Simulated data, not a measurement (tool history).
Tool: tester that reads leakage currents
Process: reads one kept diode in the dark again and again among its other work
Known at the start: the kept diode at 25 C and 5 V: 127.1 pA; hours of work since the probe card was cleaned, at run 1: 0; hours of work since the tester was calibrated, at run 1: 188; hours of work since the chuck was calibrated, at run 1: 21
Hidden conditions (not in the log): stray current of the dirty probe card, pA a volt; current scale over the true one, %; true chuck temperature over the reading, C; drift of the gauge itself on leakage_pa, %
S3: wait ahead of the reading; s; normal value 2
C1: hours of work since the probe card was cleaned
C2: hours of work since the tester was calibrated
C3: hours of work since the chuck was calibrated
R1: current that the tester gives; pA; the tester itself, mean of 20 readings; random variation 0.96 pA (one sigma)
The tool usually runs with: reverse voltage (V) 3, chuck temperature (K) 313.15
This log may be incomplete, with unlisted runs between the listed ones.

Run 1, hour 0: usual settings; C1 0; C2 188; C3 21. Result: R1 318.81 pA.
Run 2, hour 25.7: usual settings but chuck temperature (K) 329.15; C1 17; C2 205; C3 38. Result: R1 1029.75 pA.
Run 3, hour 63.6: usual settings; C1 43; C2 231; C3 64. Result: R1 313.56 pA.
Run 4, hour 91.1: usual settings but S3 2.48 s; C1 62; C2 250; C3 83. Result: R1 316.27 pA.
Run 5, hour 115.2: usual settings but reverse voltage (V) 4.77; C1 78; C2 266; C3 99. Result: R1 410.54 pA.
Run 6, hour 145.3: usual settings but reverse voltage (V) 4.77; C1 99; C2 286; C3 119. Result: R1 409.2 pA.
Run 7, hour 178.4: usual settings but reverse voltage (V) 6.96; C1 121; C2 309; C3 142. Result: R1 510.87 pA.
Run 8, hour 201.7: usual settings but reverse voltage (V) 6.96; C1 137; C2 325; C3 158. Result: R1 510.15 pA.
Run 9, hour 236.4: usual settings but S3 5.24 s; C1 161; C2 348; C3 181. Result: R1 312.73 pA.
Run 10, hour 256: usual settings but chuck temperature (K) 293.15, S3 5.24 s; C1 174; C2 362; C3 195. Result: R1 59.8 pA.
At hour 262.7: probe card cleaned and baked.
Run 11, hour 295.9: usual settings; C1 23; C2 387; C3 220. Result: R1 310.93 pA.
Run 12, hour 320.5: usual settings; C1 39; C2 403; C3 237. Result: R1 309.8 pA.
Run 13, hour 352.6: usual settings; C1 61; C2 425; C3 258. Result: R1 310.94 pA.
At hour 365: probe card cleaned and baked, once more.
Run 14, hour 395.3: usual settings; C1 21; C2 452; C3 285. Result: R1 308.71 pA.
Run 15, hour 431.7: usual settings; C1 45; C2 477; C3 310. Result: R1 307.8 pA.
Run 16, hour 462: usual settings; C1 66; C2 497; C3 331. Result: R1 307.82 pA.
Run 17, hour 495.6: usual settings; C1 89; C2 520; C3 354. Result: R1 307.72 pA.
Run 18, hour 524.4: usual settings; C1 108; C2 540; C3 373. Result: R1 306 pA.
Run 19, hour 556.3: usual settings but reverse voltage (V) 2.46, chuck temperature (K) 295.15, S3 1.07 s; C1 130; C2 562; C3 395. Result: R1 62.48 pA.
Run 20, hour 579.3: usual settings but reverse voltage (V) 2.46, chuck temperature (K) 295.15, S3 1.07 s; C1 146; C2 577; C3 410. Result: R1 62.58 pA.
Run 21, hour 603.2: usual settings but reverse voltage (V) 1.33, chuck temperature (K) 317.15, S3 1.07 s; C1 162; C2 593; C3 427. Result: R1 257.24 pA.
Run 22, hour 639.6: usual settings but reverse voltage (V) 1.33, chuck temperature (K) 317.15, S3 1.07 s; C1 187; C2 618; C3 451. Result: R1 255.02 pA.
Run 23, hour 672.2: usual settings but reverse voltage (V) 8.74, chuck temperature (K) 321.15, S3 0.7 s; C1 209; C2 640; C3 474. Result: R1 1030.75 pA.
Run 24, hour 707: usual settings but reverse voltage (V) 4.27, S3 4.89 s; C1 232; C2 664; C3 497. Result: R1 366.89 pA.
Run 25, hour 730.3: usual settings but reverse voltage (V) 4.27, chuck temperature (K) 306.15, S3 1.02 s; C1 248; C2 680; C3 513. Result: R1 212.6 pA.
Run 26, hour 770.2: usual settings but reverse voltage (V) 4.27, chuck temperature (K) 306.15, S3 1.02 s; C1 275; C2 707; C3 540. Result: R1 211.9 pA.
Run 27, hour 794.6: usual settings but reverse voltage (V) 4.27, chuck temperature (K) 306.15, S3 1.02 s; C1 292; C2 724; C3 557. Result: R1 212.75 pA.
Run 28, hour 829.4: usual settings but reverse voltage (V) 12.46, chuck temperature (K) 321.15, S3 2.92 s; C1 316; C2 747; C3 580. Result: R1 1246.3 pA.
Run 29, hour 862.9: usual settings but reverse voltage (V) 10.04; C1 338; C2 770; C3 603. Result: R1 600.3 pA.
Run 30, hour 884.9: usual settings but chuck temperature (K) 309.15, S3 3.14 s; C1 353; C2 785; C3 618. Result: R1 216.98 pA.
Run 31, hour 904.9: usual settings but reverse voltage (V) 9.18, chuck temperature (K) 323.15, S3 0.43 s; C1 367; C2 798; C3 632. Result: R1 1203.97 pA.
Run 32, hour 922.7: usual settings but reverse voltage (V) 1.14, chuck temperature (K) 306.15, S3 0.43 s; C1 379; C2 811; C3 644. Result: R1 97.84 pA.
Run 33, hour 946.2: usual settings but reverse voltage (V) 1.14, chuck temperature (K) 302.15, S3 0.43 s; C1 395; C2 827; C3 660. Result: R1 70.31 pA.
Run 34, hour 983.9: usual settings but reverse voltage (V) 1.14, chuck temperature (K) 302.15, S3 0.43 s; C1 421; C2 852; C3 685. Result: R1 70.12 pA.
Run 35, hour 1004.3: usual settings but reverse voltage (V) 6.94, chuck temperature (K) 304.15, S3 6.73 s; C1 435; C2 866; C3 699. Result: R1 232.9 pA.

Each row is a separate what-if for the run after 35, all from the same tool condition, not one after another. Results?
Run A, hour 1031: usual settings but reverse voltage (V) 7.94, chuck temperature (K) 298.15, S3 5.93 s; C1 453; C2 884; C3 717. Result: R1 ?.
Run B, hour 1031: usual settings but chuck temperature (K) 315.15; C1 453; C2 884; C3 717. Result: R1 ?.
Run C, hour 1031: usual settings but reverse voltage (V) 5.21, chuck temperature (K) 302.15, S3 5.79 s; C1 453; C2 884; C3 717. Result: R1 ?.
Run D, hour 1031: usual settings but S3 2.63 s; C1 453; C2 884; C3 717. Result: R1 ?.

run      R1
  A  152.79
  B  342.44
  C  166.77
  D  293.34
Without the tool's unlogged condition, the same runs would have read:
run      R1
  A  166.69
  B  373.35
  C   182.3
  D  320.07
